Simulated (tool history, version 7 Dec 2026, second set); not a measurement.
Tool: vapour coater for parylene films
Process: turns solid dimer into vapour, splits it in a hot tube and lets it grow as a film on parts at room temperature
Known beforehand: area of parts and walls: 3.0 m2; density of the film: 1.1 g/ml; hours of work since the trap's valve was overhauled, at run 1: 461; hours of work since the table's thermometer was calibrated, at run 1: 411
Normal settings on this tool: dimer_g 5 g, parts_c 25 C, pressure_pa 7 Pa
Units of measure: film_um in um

run,day,dimer_g,parts_c,pressure_pa,hours of work since the trap's valve was overhauled,hours of work since the table's thermometer was calibrated,film_um
1,0,5,25,7,461,411,0.94
# day 0.721: trap's valve overhauled
2,1.412,5,25,7,7,423,1.05
3,3.321,2,25,7,25,442,0.43
4,4.388,2,25,7,36,452,0.42
5,5.296,2,25,7,45,461,0.42
6,6.592,2,25,7,57,474,0.42
7,7.508,5,35,7,66,483,0.77
8,8.938,9,25,7,80,497,1.9
9,10.4,5,25,7,95,511,1.04
10,12.162,5,26,7,112,528,0.99
11,13.775,3,26,7,127,544,0.6
12,15.362,3,26,7,143,560,0.59
13,17.3,5,25,7,162,579,1
14,18.2,5,25,7,171,587,1.02
15,19.067,5,25,7,179,596,1.02
16,20.825,5,25,7,196,613,1.02
17,22.554,5,17,7,213,630,1.3
18,23.888,5,25,7,226,643,1
19,24.858,5,25,7,236,652,1.04
20,25.838,5,25,7,245,662,1
21,27.271,5,25,7,259,676,1
22,28.362,5,25,7,270,687,0.98
23,29.167,5,37,7.27,278,694,0.67
24,30.358,5,37,7.27,289,706,0.68
25,31.338,2,25,7,299,716,0.41
26,32.208,7,27,8.46,307,724,1.26
27,33.096,2,20,8.46,316,733,0.46
28,34.125,2,20,8.46,326,743,0.45
29,36.092,2,25,7,345,762,0.39
30,37.171,5,32,7.97,356,773,0.79
31,38.012,4,20,9.07,364,781,0.89
32,39.488,3,36,4.86,379,795,0.41
33,40.283,3,30,6.49,386,803,0.49
34,41.379,4,32,7.72,397,814,0.61
35,43.342,5,25,6.58,416,833,0.95
36,45.212,4,18,2.01,434,851,1.02
37,47.008,4,18,2.01,452,869,1.01
38,47.867,2,26,2.01,460,877,0.4
# day 48.692: trap's valve overhauled
39,49.329,7,18,2.1,6,890,2.03

For each entry between runs, how does the tool's hidden state at the last listed run before it compare with that at the first listed run after it?
Between runs 1 and 2: trap's valve overhauled (day 0.721)
  vapour lost through the trap's worn valve, %: 12.6 -> 0.5; true temperature of the parts over the reading, C: 0.09 -> 0.1
  measured minus no-state result, film_um: -0.14 -> -0.01 um
Between runs 38 and 39: trap's valve overhauled (day 48.692)
  vapour lost through the trap's worn valve, %: 12.5 -> 0.9; true temperature of the parts over the reading, C: 0.33 -> 0.34
  measured minus no-state result, film_um: -0.06 -> -0.04 um
